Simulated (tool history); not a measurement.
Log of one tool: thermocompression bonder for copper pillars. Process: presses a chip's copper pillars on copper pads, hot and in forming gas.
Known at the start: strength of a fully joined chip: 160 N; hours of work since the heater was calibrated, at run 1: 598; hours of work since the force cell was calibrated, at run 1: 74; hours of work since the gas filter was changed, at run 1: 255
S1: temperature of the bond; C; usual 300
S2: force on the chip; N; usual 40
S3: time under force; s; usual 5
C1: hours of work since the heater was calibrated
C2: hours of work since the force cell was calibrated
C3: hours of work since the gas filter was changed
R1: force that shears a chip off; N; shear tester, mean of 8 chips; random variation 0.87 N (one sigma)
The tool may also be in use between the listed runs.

run,hour,S1,S2,S3,C1,C2,C3,R1
1,0,300,40,5,598,74,255,62.4
2,29.9,300,40,5,614,90,271,59
# hour 36.6: forming gas filter changed
3,51.2,300,40,5,625,101,8,67.8
4,83.6,300,40,5,642,118,25,67.5
5,104.6,300,40,5,654,129,36,67.2
6,132.2,300,40,5,668,144,51,67.3
7,164,300,40,5,685,161,68,67
8,194.5,300,33,5,701,177,84,56.7
9,214.2,300,26,5,712,188,94,44.3
10,246.1,300,26,5,729,205,111,44.1
11,286.2,300,58,5,750,226,133,85.4
12,310.3,300,58,5,763,239,145,80.9
13,345.4,300,58,5,782,257,164,85.2
14,378,300,58,5,799,275,181,81.5
15,413.7,300,58,5,818,294,200,82.1
16,438.4,290,50,11,831,307,214,84.2
17,476.5,290,50,11,851,327,234,83.5
18,512.3,290,50,11,870,346,253,81.9
19,540.9,306,49,11,886,361,268,93.7
# hour 546.9: heater calibrated with a thermocouple chip
# hour 553.4: forming gas filter changed
20,566.9,306,49,11,10,374,7,102.2
21,589,297,40,9,22,385,19,76.4
22,612.1,318,56,9,34,398,31,118.8
23,637,318,56,9,48,411,44,116.3
24,657.1,300,40,4,58,422,55,56.9
25,692.8,322,40,4,77,441,74,76.3
# hour 711.6: heater calibrated with a thermocouple chip, once more
26,735.5,322,44,5,13,462,96,94.8
27,766.5,300,40,10,29,479,112,90

Run 28 comes next. What will it give?
28,804.4,300,40,10,49,499,132,?

Run 28 gave R1 88.1 N.
Without the tool's hidden state the same run would have given R1 89.5 N.

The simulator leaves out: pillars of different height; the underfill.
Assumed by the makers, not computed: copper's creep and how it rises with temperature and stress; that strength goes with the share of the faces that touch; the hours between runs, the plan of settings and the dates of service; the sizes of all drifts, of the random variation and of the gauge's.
